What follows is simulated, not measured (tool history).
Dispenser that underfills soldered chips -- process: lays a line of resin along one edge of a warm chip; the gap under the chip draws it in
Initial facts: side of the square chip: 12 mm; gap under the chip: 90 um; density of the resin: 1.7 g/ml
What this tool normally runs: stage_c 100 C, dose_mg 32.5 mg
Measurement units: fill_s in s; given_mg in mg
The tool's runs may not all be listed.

run  hour  stage_c  dose_mg  fill_s  given_mg
  1   0.0      100     32.5    73.3     31.02
  2   3.9      100     32.5    95.9     30.89
      7.9  -- new syringe of resin
  3  11.3      100     32.5    65.4     31.00
  4  18.3      114     32.5    61.7     30.92
     21.0  -- new syringe of resin
  5  26.6      100     29.5    80.8     27.78
  6  31.7      100     29.5   116.4     27.90
     33.8  -- new syringe of resin
  7  36.2      100     32.7    64.5     30.71
  8  42.6       98     35.1   104.6     32.53
     46.6  -- new syringe of resin
     48.4  -- dispensing valve cleaned and set on the balance
  9  50.1       98     35.1    69.0     35.03
 10  55.1      112     40.9    53.3     40.78
     60.4  -- new syringe of resin
 11  62.3      112     30.5    36.8     30.19
 12  66.7       92     32.5   113.1     32.32
     73.0  -- new syringe of resin
 13  73.6       92     32.5    77.8     32.10

5 options for the next run, each taken on its own from the tool as it stands now. Forecast them:
  A  79.3      113     32.5       ?         ?
  B  79.3      104     31.4       ?         ?
  C  79.3      101     32.5       ?         ?
  D  79.3       87     32.5       ?         ?
  E  79.3       89     32.5       ?         ?

run  fill_s  given_mg
  A    48.6     32.07
  B    70.9     30.75
  C    79.8     31.72
  D   144.8     31.90
  E   131.4     32.05
Take away the tool's hidden state, keep each run's random variation, and the runs would have read:
run  fill_s  given_mg
  A    29.2     32.69
  B    42.4     31.35
  C    47.7     32.34
  D    86.0     32.53
  E    78.0     32.68
